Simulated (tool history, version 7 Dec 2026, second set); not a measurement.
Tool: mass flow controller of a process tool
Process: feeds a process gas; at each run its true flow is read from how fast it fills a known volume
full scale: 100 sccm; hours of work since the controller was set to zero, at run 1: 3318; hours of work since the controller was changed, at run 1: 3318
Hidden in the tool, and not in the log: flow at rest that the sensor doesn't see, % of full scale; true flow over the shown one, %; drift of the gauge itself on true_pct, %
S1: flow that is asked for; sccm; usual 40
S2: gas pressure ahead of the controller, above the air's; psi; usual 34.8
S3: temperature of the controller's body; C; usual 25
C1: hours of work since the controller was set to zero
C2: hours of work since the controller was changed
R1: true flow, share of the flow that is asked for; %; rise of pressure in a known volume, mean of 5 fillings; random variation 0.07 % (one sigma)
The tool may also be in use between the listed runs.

{"run": 1, "hour": 0.0, "S1": 40, "S2": 34.8, "S3": 25, "C1": 3318, "C2": 3318, "R1": 98.12}
{"run": 2, "hour": 313.0, "S1": 40, "S2": 34.8, "S3": 25, "C1": 3517, "C2": 3517, "R1": 98.09}
{"run": 3, "hour": 590.6, "S1": 40, "S2": 34.8, "S3": 25, "C1": 3694, "C2": 3694, "R1": 98.21}
{"run": 4, "hour": 819.1, "S1": 40, "S2": 34.8, "S3": 25, "C1": 3840, "C2": 3840, "R1": 98.2}
{"run": 5, "hour": 1196.7, "S1": 40, "S2": 34.8, "S3": 25, "C1": 4081, "C2": 4081, "R1": 98.18}
{"run": 6, "hour": 1557.8, "S1": 67, "S2": 34.8, "S3": 25, "C1": 4311, "C2": 4311, "R1": 99.02}
{"run": 7, "hour": 1940.6, "S1": 40, "S2": 34.8, "S3": 25, "C1": 4555, "C2": 4555, "R1": 98.24}
{"run": 8, "hour": 2368.9, "S1": 40, "S2": 34.8, "S3": 28, "C1": 4827, "C2": 4827, "R1": 97.93}
{"run": 9, "hour": 2695.4, "S1": 40, "S2": 34.8, "S3": 28, "C1": 5036, "C2": 5036, "R1": 97.94}
{"run": 10, "hour": 3040.7, "S1": 40, "S2": 34.8, "S3": 28, "C1": 5256, "C2": 5256, "R1": 97.89}
{"run": 11, "hour": 3447.8, "S1": 40, "S2": 34.8, "S3": 28, "C1": 5515, "C2": 5515, "R1": 98.01}
{"run": 12, "hour": 3761.2, "S1": 40, "S2": 34.8, "S3": 21, "C1": 5715, "C2": 5715, "R1": 98.58}
{"run": 13, "hour": 4223.3, "S1": 40, "S2": 34.8, "S3": 25, "C1": 6009, "C2": 6009, "R1": 98.25}
{"run": 14, "hour": 4535.2, "S1": 40, "S2": 34.8, "S3": 25, "C1": 6208, "C2": 6208, "R1": 98.14}
{"run": 15, "hour": 4829.7, "S1": 40, "S2": 34.8, "S3": 25, "C1": 6396, "C2": 6396, "R1": 98.18}
{"run": 16, "hour": 5253.5, "S1": 40, "S2": 34.8, "S3": 25, "C1": 6666, "C2": 6666, "R1": 98.23}
{"hour": 5427.2, "done": "controller's zero set anew"}
{"run": 17, "hour": 5470.0, "S1": 40, "S2": 34.8, "S3": 25, "C1": 27, "C2": 6803, "R1": 98.17}
{"run": 18, "hour": 5872.9, "S1": 40, "S2": 34.8, "S3": 27, "C1": 284, "C2": 7060, "R1": 97.88}
{"run": 19, "hour": 6231.6, "S1": 48, "S2": 34.8, "S3": 25, "C1": 513, "C2": 7289, "R1": 98.48}
{"run": 20, "hour": 6615.6, "S1": 48, "S2": 34.8, "S3": 25, "C1": 757, "C2": 7533, "R1": 98.55}
{"run": 21, "hour": 7037.2, "S1": 48, "S2": 34.8, "S3": 25, "C1": 1026, "C2": 7802, "R1": 98.42}
{"run": 22, "hour": 7327.2, "S1": 40, "S2": 34.8, "S3": 22, "C1": 1211, "C2": 7987, "R1": 98.45}
{"run": 23, "hour": 7677.5, "S1": 12, "S2": 37.4, "S3": 39, "C1": 1434, "C2": 8210, "R1": 95.92}
{"run": 24, "hour": 7900.3, "S1": 27, "S2": 34.8, "S3": 21, "C1": 1576, "C2": 8352, "R1": 98.2}
{"run": 25, "hour": 8297.2, "S1": 33, "S2": 27.1, "S3": 25, "C1": 1829, "C2": 8605, "R1": 97.49}
{"run": 26, "hour": 8591.1, "S1": 33, "S2": 27.1, "S3": 25, "C1": 2016, "C2": 8792, "R1": 97.66}
{"run": 27, "hour": 8804.0, "S1": 86, "S2": 40.5, "S3": 23, "C1": 2152, "C2": 8928, "R1": 100.22}
{"run": 28, "hour": 9225.3, "S1": 25, "S2": 30.6, "S3": 24, "C1": 2420, "C2": 9196, "R1": 97.63}
{"hour": 9469.2, "done": "controller exchanged for a calibrated one"}
{"run": 29, "hour": 9535.8, "S1": 10, "S2": 30.6, "S3": 24, "C1": 42, "C2": 42, "R1": 97.06}
{"run": 30, "hour": 9810.2, "S1": 40, "S2": 21.8, "S3": 21, "C1": 217, "C2": 217, "R1": 98.04}
{"run": 31, "hour": 10229.1, "S1": 40, "S2": 21.8, "S3": 21, "C1": 484, "C2": 484, "R1": 98.08}
{"run": 32, "hour": 10508.5, "S1": 40, "S2": 21.8, "S3": 21, "C1": 662, "C2": 662, "R1": 98.15}
{"run": 33, "hour": 10869.6, "S1": 70, "S2": 34.8, "S3": 30, "C1": 892, "C2": 892, "R1": 98.63}
{"run": 34, "hour": 11273.8, "S1": 70, "S2": 34.8, "S3": 30, "C1": 1150, "C2": 1150, "R1": 98.63}
{"run": 35, "hour": 11501.5, "S1": 70, "S2": 34.8, "S3": 30, "C1": 1295, "C2": 1295, "R1": 98.66}
{"run": 36, "hour": 11986.9, "S1": 36, "S2": 29.7, "S3": 25, "C1": 1604, "C2": 1604, "R1": 97.91}
{"run": 37, "hour": 12350.8, "S1": 40, "S2": 34.8, "S3": 32, "C1": 1836, "C2": 1836, "R1": 97.51}
{"run": 38, "hour": 12614.7, "S1": 37, "S2": 34.8, "S3": 32, "C1": 2004, "C2": 2004, "R1": 97.32}
{"run": 39, "hour": 13085.1, "S1": 40, "S2": 24.7, "S3": 25, "C1": 2304, "C2": 2304, "R1": 97.7}

5 ways to go on from here, each from the tool as it stands after run 39. What would each give?
{"run": "A", "hour": 13408.6, "S1": 85, "S2": 23.5, "S3": 25, "C1": 2510, "C2": 2510, "R1": "?"}
{"run": "B", "hour": 13408.6, "S1": 40, "S2": 24.7, "S3": 28, "C1": 2510, "C2": 2510, "R1": "?"}
{"run": "C", "hour": 13408.6, "S1": 31, "S2": 24.7, "S3": 38, "C1": 2510, "C2": 2510, "R1": "?"}
{"run": "D", "hour": 13408.6, "S1": 40, "S2": 20.7, "S3": 25, "C1": 2510, "C2": 2510, "R1": "?"}
{"run": "E", "hour": 13408.6, "S1": 40, "S2": 34.8, "S3": 33, "C1": 2510, "C2": 2510, "R1": "?"}

run=A R1=99.20
run=B R1=97.48
run=C R1=96.05
run=D R1=97.66
run=E R1=97.50
Without the tool's hidden state the same runs would have given:
run=A R1=99.20
run=B R1=97.48
run=C R1=96.05
run=D R1=97.66
run=E R1=97.50
